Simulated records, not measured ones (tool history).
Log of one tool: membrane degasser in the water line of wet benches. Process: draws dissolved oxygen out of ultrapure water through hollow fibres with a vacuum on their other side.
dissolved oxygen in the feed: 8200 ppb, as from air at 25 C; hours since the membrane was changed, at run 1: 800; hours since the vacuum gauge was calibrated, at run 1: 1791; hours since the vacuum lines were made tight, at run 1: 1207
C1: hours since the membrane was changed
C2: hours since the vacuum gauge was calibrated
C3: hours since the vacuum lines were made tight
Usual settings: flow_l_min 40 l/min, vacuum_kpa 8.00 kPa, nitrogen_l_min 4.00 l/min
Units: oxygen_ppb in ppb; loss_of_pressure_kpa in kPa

Run 1, hour 0.0: usual settings; C1 800; C2 1791; C3 1207. Result: oxygen_ppb 167.1 ppb, loss_of_pressure_kpa 59.71 kPa.
Run 2, hour 101.0: usual settings; C1 901; C2 1892; C3 1308. Result: oxygen_ppb 171.2 ppb, loss_of_pressure_kpa 59.96 kPa.
Run 3, hour 191.1: usual settings; C1 991; C2 1982; C3 1398. Result: oxygen_ppb 170.6 ppb, loss_of_pressure_kpa 60.04 kPa.
Run 4, hour 315.2: usual settings; C1 1116; C2 2106; C3 1522. Result: oxygen_ppb 166.8 ppb, loss_of_pressure_kpa 59.91 kPa.
Run 5, hour 390.1: usual settings; C1 1190; C2 2181; C3 1597. Result: oxygen_ppb 165.4 ppb, loss_of_pressure_kpa 59.43 kPa.
Run 6, hour 478.7: usual settings but vacuum_kpa 4.86 kPa, nitrogen_l_min 2.35 l/min; C1 1279; C2 2269; C3 1686. Result: oxygen_ppb 120.7 ppb, loss_of_pressure_kpa 60.04 kPa.
Run 7, hour 594.8: usual settings but vacuum_kpa 4.86 kPa, nitrogen_l_min 2.35 l/min; C1 1395; C2 2385; C3 1802. Result: oxygen_ppb 118.7 ppb, loss_of_pressure_kpa 59.95 kPa.
Run 8, hour 736.1: usual settings but flow_l_min 33 l/min, vacuum_kpa 12.53 kPa, nitrogen_l_min 8.37 l/min; C1 1536; C2 2527; C3 1943. Result: oxygen_ppb 119.4 ppb, loss_of_pressure_kpa 49.67 kPa.
Run 9, hour 867.9: usual settings but flow_l_min 36 l/min, vacuum_kpa 12.53 kPa, nitrogen_l_min 2.46 l/min; C1 1668; C2 2659; C3 2075. Result: oxygen_ppb 339.5 ppb, loss_of_pressure_kpa 53.68 kPa.
Run 10, hour 1035.6: usual settings but flow_l_min 62 l/min, vacuum_kpa 11.74 kPa, nitrogen_l_min 2.46 l/min; C1 1836; C2 2826; C3 2243. Result: oxygen_ppb 603.4 ppb, loss_of_pressure_kpa 92.52 kPa.

Forecast each of these 5 alternatives for the next run:
Run A, hour 1217.5: usual settings but flow_l_min 38 l/min, vacuum_kpa 11.74 kPa, nitrogen_l_min 1.75 l/min; C1 2018; C2 3008; C3 2424. Result: oxygen_ppb ?, loss_of_pressure_kpa ?.
Run B, hour 1217.5: usual settings but vacuum_kpa 5.13 kPa; C1 2018; C2 3008; C3 2424. Result: oxygen_ppb ?, loss_of_pressure_kpa ?.
Run C, hour 1217.5: usual settings but nitrogen_l_min 3.23 l/min; C1 2018; C2 3008; C3 2424. Result: oxygen_ppb ?, loss_of_pressure_kpa ?.
Run D, hour 1217.5: usual settings but flow_l_min 31 l/min, vacuum_kpa 11.74 kPa, nitrogen_l_min 11.61 l/min; C1 2018; C2 3008; C3 2424. Result: oxygen_ppb ?, loss_of_pressure_kpa ?.
Run E, hour 1217.5: usual settings but flow_l_min 32 l/min, vacuum_kpa 15.55 kPa, nitrogen_l_min 3.54 l/min; C1 2018; C2 3008; C3 2424. Result: oxygen_ppb ?, loss_of_pressure_kpa ?.

run  oxygen_ppb  loss_of_pressure_kpa
  A       438.9                 56.82
  B       100.1                 59.61
  C       190.6                 60.18
  D        81.7                 46.63
  E       283.9                 47.86
Without the tool's hidden state the same runs would have given:
run  oxygen_ppb  loss_of_pressure_kpa
  A       438.5                 56.80
  B        99.8                 59.59
  C       190.3                 60.16
  D        81.6                 46.61
  E       283.7                 47.84
